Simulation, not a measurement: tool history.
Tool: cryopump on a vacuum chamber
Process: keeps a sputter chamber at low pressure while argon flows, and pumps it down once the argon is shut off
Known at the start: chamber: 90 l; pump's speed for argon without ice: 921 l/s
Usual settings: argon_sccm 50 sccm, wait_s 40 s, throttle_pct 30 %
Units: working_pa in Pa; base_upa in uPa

Run 1, hour 0.0: usual settings. Result: working_pa 0.3233 Pa, base_upa 4.91 uPa.
Run 2, hour 24.3: usual settings but wait_s 77 s. Result: working_pa 0.3239 Pa, base_upa 3.81 uPa.
Run 3, hour 43.5: usual settings but wait_s 77 s. Result: working_pa 0.3222 Pa, base_upa 3.87 uPa.
Run 4, hour 62.3: usual settings but wait_s 77 s. Result: working_pa 0.3250 Pa, base_upa 3.91 uPa.
Run 5, hour 77.9: usual settings but wait_s 77 s. Result: working_pa 0.3243 Pa, base_upa 4.00 uPa.
Run 6, hour 91.7: usual settings but wait_s 77 s. Result: working_pa 0.3242 Pa, base_upa 4.03 uPa.
Run 7, hour 113.8: usual settings but wait_s 77 s. Result: working_pa 0.3288 Pa, base_upa 4.14 uPa.
Run 8, hour 146.6: usual settings but wait_s 77 s. Result: working_pa 0.3286 Pa, base_upa 4.14 uPa.
Run 9, hour 164.0: usual settings but wait_s 77 s. Result: working_pa 0.3298 Pa, base_upa 4.15 uPa.
Run 10, hour 177.7: usual settings but argon_sccm 41 sccm. Result: working_pa 0.2714 Pa, base_upa 5.38 uPa.
Run 11, hour 203.2: usual settings but argon_sccm 35 sccm, wait_s 176 s. Result: working_pa 0.2342 Pa, base_upa 3.56 uPa.
Run 12, hour 218.7: usual settings but argon_sccm 35 sccm, wait_s 176 s. Result: working_pa 0.2335 Pa, base_upa 3.55 uPa.

The next listed run, before its measurement:
Run 13, hour 234.4: usual settings but argon_sccm 35 sccm, wait_s 176 s. Result: working_pa ?, base_upa ?.

Run 13 gave working_pa 0.2332 Pa, base_upa 3.70 uPa.
Without the tool's hidden state the same run would have given working_pa 0.2141 Pa, base_upa 0.86 uPa.
